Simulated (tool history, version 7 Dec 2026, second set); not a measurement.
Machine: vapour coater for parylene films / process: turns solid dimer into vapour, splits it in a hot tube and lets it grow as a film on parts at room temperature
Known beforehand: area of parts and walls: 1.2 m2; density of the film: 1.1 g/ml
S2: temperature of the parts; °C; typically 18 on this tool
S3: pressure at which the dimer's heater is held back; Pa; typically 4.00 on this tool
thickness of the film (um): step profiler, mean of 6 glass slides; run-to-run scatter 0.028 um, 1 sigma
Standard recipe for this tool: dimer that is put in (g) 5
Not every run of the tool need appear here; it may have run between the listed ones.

{"run": 1, "hour": 0.0, "dimer that is put in (g)": 5, "S2": 18, "S3": 4.0, "thickness of the film (um)": 2.27}
{"run": 2, "hour": 10.2, "dimer that is put in (g)": 5, "S2": 18, "S3": 6.89, "thickness of the film (um)": 2.25}
{"run": 3, "hour": 22.1, "dimer that is put in (g)": 5, "S2": 18, "S3": 6.89, "thickness of the film (um)": 2.2}
{"run": 4, "hour": 37.1, "dimer that is put in (g)": 5, "S2": 18, "S3": 6.89, "thickness of the film (um)": 2.24}
{"run": 5, "hour": 46.8, "dimer that is put in (g)": 7, "S2": 18, "S3": 4.0, "thickness of the film (um)": 3.26}
{"run": 6, "hour": 55.5, "dimer that is put in (g)": 5, "S2": 18, "S3": 4.0, "thickness of the film (um)": 2.33}
{"run": 7, "hour": 66.8, "dimer that is put in (g)": 3, "S2": 18, "S3": 4.0, "thickness of the film (um)": 1.4}
{"run": 8, "hour": 74.1, "dimer that is put in (g)": 5, "S2": 18, "S3": 4.0, "thickness of the film (um)": 2.28}
{"run": 9, "hour": 89.8, "dimer that is put in (g)": 5, "S2": 18, "S3": 4.0, "thickness of the film (um)": 2.28}
{"run": 10, "hour": 103.4, "dimer that is put in (g)": 5, "S2": 18, "S3": 4.0, "thickness of the film (um)": 2.28}
{"run": 11, "hour": 112.9, "dimer that is put in (g)": 5, "S2": 18, "S3": 4.0, "thickness of the film (um)": 2.2}
{"run": 12, "hour": 128.5, "dimer that is put in (g)": 5, "S2": 18, "S3": 4.0, "thickness of the film (um)": 2.26}
{"run": 13, "hour": 138.8, "dimer that is put in (g)": 5, "S2": 18, "S3": 4.0, "thickness of the film (um)": 2.28}
{"run": 14, "hour": 146.0, "dimer that is put in (g)": 5, "S2": 18, "S3": 2.53, "thickness of the film (um)": 2.34}
{"run": 15, "hour": 156.5, "dimer that is put in (g)": 3, "S2": 18, "S3": 4.0, "thickness of the film (um)": 1.36}
{"run": 16, "hour": 168.2, "dimer that is put in (g)": 3, "S2": 18, "S3": 4.0, "thickness of the film (um)": 1.36}
{"run": 17, "hour": 175.3, "dimer that is put in (g)": 3, "S2": 18, "S3": 4.0, "thickness of the film (um)": 1.3}
{"run": 18, "hour": 187.4, "dimer that is put in (g)": 3, "S2": 18, "S3": 4.0, "thickness of the film (um)": 1.35}
{"run": 19, "hour": 203.4, "dimer that is put in (g)": 3, "S2": 18, "S3": 4.0, "thickness of the film (um)": 1.36}
{"run": 20, "hour": 216.8, "dimer that is put in (g)": 3, "S2": 14, "S3": 4.0, "thickness of the film (um)": 1.45}
{"run": 21, "hour": 229.0, "dimer that is put in (g)": 5, "S2": 18, "S3": 4.0, "thickness of the film (um)": 2.24}
{"run": 22, "hour": 238.0, "dimer that is put in (g)": 5, "S2": 18, "S3": 4.0, "thickness of the film (um)": 2.24}
{"run": 23, "hour": 252.1, "dimer that is put in (g)": 5, "S2": 18, "S3": 4.0, "thickness of the film (um)": 2.26}
{"run": 24, "hour": 263.0, "dimer that is put in (g)": 5, "S2": 18, "S3": 4.0, "thickness of the film (um)": 2.19}
{"run": 25, "hour": 274.6, "dimer that is put in (g)": 2, "S2": 18, "S3": 7.12, "thickness of the film (um)": 0.87}
{"run": 26, "hour": 282.2, "dimer that is put in (g)": 5, "S2": 16, "S3": 4.0, "thickness of the film (um)": 2.26}
{"run": 27, "hour": 298.6, "dimer that is put in (g)": 5, "S2": 16, "S3": 4.0, "thickness of the film (um)": 2.26}
{"run": 28, "hour": 305.6, "dimer that is put in (g)": 5, "S2": 16, "S3": 4.0, "thickness of the film (um)": 2.27}
{"run": 29, "hour": 320.0, "dimer that is put in (g)": 4, "S2": 18, "S3": 9.41, "thickness of the film (um)": 1.66}
{"run": 30, "hour": 335.5, "dimer that is put in (g)": 2, "S2": 12, "S3": 9.41, "thickness of the film (um)": 0.92}
{"run": 31, "hour": 344.8, "dimer that is put in (g)": 2, "S2": 12, "S3": 9.41, "thickness of the film (um)": 0.92}
{"run": 32, "hour": 358.6, "dimer that is put in (g)": 2, "S2": 12, "S3": 9.41, "thickness of the film (um)": 0.91}
{"run": 33, "hour": 369.0, "dimer that is put in (g)": 3, "S2": 21, "S3": 2.49, "thickness of the film (um)": 1.24}
{"run": 34, "hour": 384.1, "dimer that is put in (g)": 5, "S2": 13, "S3": 4.67, "thickness of the film (um)": 2.39}
{"run": 35, "hour": 398.2, "dimer that is put in (g)": 5, "S2": 13, "S3": 11.03, "thickness of the film (um)": 2.2}
{"run": 36, "hour": 412.7, "dimer that is put in (g)": 5, "S2": 13, "S3": 11.03, "thickness of the film (um)": 2.19}
{"run": 37, "hour": 420.6, "dimer that is put in (g)": 6, "S2": 12, "S3": 10.72, "thickness of the film (um)": 2.74}
{"run": 38, "hour": 429.4, "dimer that is put in (g)": 5, "S2": 18, "S3": 4.08, "thickness of the film (um)": 2.11}
{"run": 39, "hour": 438.9, "dimer that is put in (g)": 9, "S2": 18, "S3": 4.67, "thickness of the film (um)": 3.88}
{"run": 40, "hour": 451.8, "dimer that is put in (g)": 9, "S2": 18, "S3": 4.67, "thickness of the film (um)": 4.28}
{"run": 41, "hour": 465.7, "dimer that is put in (g)": 5, "S2": 13, "S3": 2.97, "thickness of the film (um)": 2.69}
{"run": 42, "hour": 477.1, "dimer that is put in (g)": 4, "S2": 13, "S3": 2.97, "thickness of the film (um)": 2.13}
{"run": 43, "hour": 489.5, "dimer that is put in (g)": 2, "S2": 14, "S3": 5.75, "thickness of the film (um)": 1.02}
{"run": 44, "hour": 501.0, "dimer that is put in (g)": 2, "S2": 14, "S3": 5.75, "thickness of the film (um)": 1.04}
{"run": 45, "hour": 510.0, "dimer that is put in (g)": 4, "S2": 24, "S3": 3.73, "thickness of the film (um)": 1.72}
{"run": 46, "hour": 520.2, "dimer that is put in (g)": 4, "S2": 24, "S3": 3.73, "thickness of the film (um)": 1.7}
{"run": 47, "hour": 532.0, "dimer that is put in (g)": 2, "S2": 18, "S3": 8.1, "thickness of the film (um)": 0.87}

The log once held 3 entries between its listed runs, left out of this copy. Where does each go, and what is different about the tool's unlogged condition between the listed run before it and the listed run after it?
After run 23, before run 24: table's thermometer calibrated (hour 253.9)
  vapour lost through the trap's worn valve, %: 8.5 -> 8.7; true temperature of the parts over the reading, C: 0.34 -> 0.47
  difference, measured minus the result without the unlogged condition, thickness of the film (um): -0.23 -> -0.23
After run 29, before run 30: table's thermometer calibrated, once more (hour 334.3)
  vapour lost through the trap's worn valve, %: 9.7 -> 9.9; true temperature of the parts over the reading, C: 0.48 -> 0.05
  difference, measured minus the result without the unlogged condition, thickness of the film (um): -0.19 -> -0.10
After run 39, before run 40: trap's valve overhauled (hour 446.0)
  vapour lost through the trap's worn valve, %: 11.8 -> 0.2
  difference, measured minus the result without the unlogged condition, thickness of the film (um): -0.52 -> -0.01

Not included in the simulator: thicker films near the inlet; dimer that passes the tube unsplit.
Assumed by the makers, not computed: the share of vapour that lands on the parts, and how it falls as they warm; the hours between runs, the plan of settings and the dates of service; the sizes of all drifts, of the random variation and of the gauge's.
